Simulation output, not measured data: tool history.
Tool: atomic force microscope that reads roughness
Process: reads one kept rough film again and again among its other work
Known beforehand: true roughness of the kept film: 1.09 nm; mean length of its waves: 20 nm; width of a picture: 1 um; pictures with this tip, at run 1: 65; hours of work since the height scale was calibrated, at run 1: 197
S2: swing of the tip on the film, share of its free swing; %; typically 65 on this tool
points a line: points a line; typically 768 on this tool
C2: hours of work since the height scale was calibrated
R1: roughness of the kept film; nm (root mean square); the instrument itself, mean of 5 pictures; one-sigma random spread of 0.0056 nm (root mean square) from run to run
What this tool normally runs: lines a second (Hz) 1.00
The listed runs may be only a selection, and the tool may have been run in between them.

Run 1, hour 0.0: usual settings; pictures with this tip 65; C2 197. Result: R1 0.926 nm (root mean square).
Run 2, hour 18.3: usual settings but lines a second (Hz) 2.38; pictures with this tip 95; C2 209. Result: R1 0.853 nm (root mean square).
Run 3, hour 31.8: usual settings but lines a second (Hz) 2.38; pictures with this tip 116; C2 218. Result: R1 0.844 nm (root mean square).
Run 4, hour 51.1: usual settings; pictures with this tip 147; C2 231. Result: R1 0.875 nm (root mean square).
Run 5, hour 63.7: usual settings; pictures with this tip 167; C2 240. Result: R1 0.866 nm (root mean square).
Run 6, hour 73.0: usual settings but points a line 399; pictures with this tip 182; C2 246. Result: R1 0.853 nm (root mean square).
Run 7, hour 91.4: usual settings but points a line 399; pictures with this tip 212; C2 258. Result: R1 0.839 nm (root mean square).
Run 8, hour 107.7: usual settings but lines a second (Hz) 3.71, S2 77 %, points a line 349; pictures with this tip 238; C2 269. Result: R1 0.663 nm (root mean square).
Run 9, hour 125.2: usual settings but lines a second (Hz) 1.55, points a line 1005; pictures with this tip 266; C2 280. Result: R1 0.805 nm (root mean square).
Run 10, hour 133.3: usual settings but lines a second (Hz) 1.55, S2 71 %, points a line 426; pictures with this tip 279; C2 286. Result: R1 0.766 nm (root mean square).
Run 11, hour 141.8: usual settings but lines a second (Hz) 1.55, S2 71 %, points a line 426; pictures with this tip 293; C2 291. Result: R1 0.766 nm (root mean square).
At hour 153.1: new tip fitted.
Run 12, hour 160.8: usual settings but lines a second (Hz) 1.87, S2 58 %, points a line 512; pictures with this tip 13; C2 304. Result: R1 0.944 nm (root mean square).
Run 13, hour 179.6: usual settings but lines a second (Hz) 1.87, S2 58 %, points a line 512; pictures with this tip 43; C2 316. Result: R1 0.912 nm (root mean square).

Here are 3 independent what-if runs from the current tool condition. What would each one return?
Run A, hour 194.7: usual settings but lines a second (Hz) 2.70, S2 82 %, points a line 338; pictures with this tip 67; C2 326. Result: R1 ?.
Run B, hour 194.7: usual settings but lines a second (Hz) 1.87, S2 63 %, points a line 465; pictures with this tip 67; C2 326. Result: R1 ?.
Run C, hour 194.7: usual settings but lines a second (Hz) 3.61, S2 75 %, points a line 427; pictures with this tip 67; C2 326. Result: R1 ?.

run     R1
  A  0.731
  B  0.880
  C  0.739
Without the tool's hidden state the same runs would have given:
run     R1
  A  0.773
  B  0.930
  C  0.781
